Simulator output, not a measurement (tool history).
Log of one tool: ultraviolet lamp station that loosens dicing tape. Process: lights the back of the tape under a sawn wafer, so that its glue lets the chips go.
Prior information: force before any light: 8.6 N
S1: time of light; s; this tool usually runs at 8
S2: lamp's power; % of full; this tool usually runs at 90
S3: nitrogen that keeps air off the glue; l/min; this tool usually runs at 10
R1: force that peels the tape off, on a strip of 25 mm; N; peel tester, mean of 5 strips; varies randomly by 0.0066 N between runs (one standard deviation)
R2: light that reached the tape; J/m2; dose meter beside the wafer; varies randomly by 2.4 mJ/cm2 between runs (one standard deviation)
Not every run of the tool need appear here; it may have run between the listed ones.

{"run": 1, "day": 0.0, "S1": 8, "S2": 90, "S3": 10, "R1": 0.238, "R2": 2450}
{"run": 2, "day": 0.208, "S1": 8, "S2": 90, "S3": 10, "R1": 0.24, "R2": 2430}
{"run": 3, "day": 0.521, "S1": 8, "S2": 90, "S3": 10, "R1": 0.244, "R2": 2420}
{"run": 4, "day": 0.725, "S1": 15, "S2": 90, "S3": 10, "R1": 0.157, "R2": 4530}
{"run": 5, "day": 1.046, "S1": 8, "S2": 81, "S3": 10, "R1": 0.301, "R2": 2190}
{"run": 6, "day": 1.362, "S1": 8, "S2": 90, "S3": 8, "R1": 0.27, "R2": 2420}
{"run": 7, "day": 1.725, "S1": 8, "S2": 90, "S3": 8, "R1": 0.268, "R2": 2420}
{"run": 8, "day": 1.954, "S1": 8, "S2": 90, "S3": 8, "R1": 0.283, "R2": 2410}
{"run": 9, "day": 2.338, "S1": 8, "S2": 90, "S3": 10, "R1": 0.247, "R2": 2400}
{"run": 10, "day": 2.562, "S1": 8, "S2": 73, "S3": 10, "R1": 0.383, "R2": 1940}
{"run": 11, "day": 2.967, "S1": 8, "S2": 81, "S3": 10, "R1": 0.316, "R2": 2150}
{"run": 12, "day": 3.246, "S1": 8, "S2": 68, "S3": 10, "R1": 0.471, "R2": 1790}
{"run": 13, "day": 3.454, "S1": 8, "S2": 68, "S3": 10, "R1": 0.431, "R2": 1790}
{"run": 14, "day": 3.733, "S1": 8, "S2": 68, "S3": 10, "R1": 0.453, "R2": 1760}
{"run": 15, "day": 4.038, "S1": 5, "S2": 90, "S3": 10, "R1": 0.689, "R2": 1490}
{"run": 16, "day": 4.421, "S1": 10, "S2": 64, "S3": 4, "R1": 0.527, "R2": 2120}
{"run": 17, "day": 4.779, "S1": 8, "S2": 90, "S3": 10, "R1": 0.255, "R2": 2390}
{"run": 18, "day": 5.133, "S1": 11, "S2": 62, "S3": 10, "R1": 0.293, "R2": 2230}
{"day": 5.192, "done": "window cleaned of glue's vapour"}
{"run": 19, "day": 5.604, "S1": 11, "S2": 62, "S3": 10, "R1": 0.295, "R2": 2190}

Estimate the outcome of run 20 from the log above:
{"run": 20, "day": 5.8, "S1": 11, "S2": 62, "S3": 10, "R1": "?", "R2": "?"}

Logged for run 20: R1 0.307 N, R2 2200 J/m2.
If the tool had no hidden condition, the same run with the same run-to-run variation would have returned R1 0.243 N, R2 2510 J/m2.
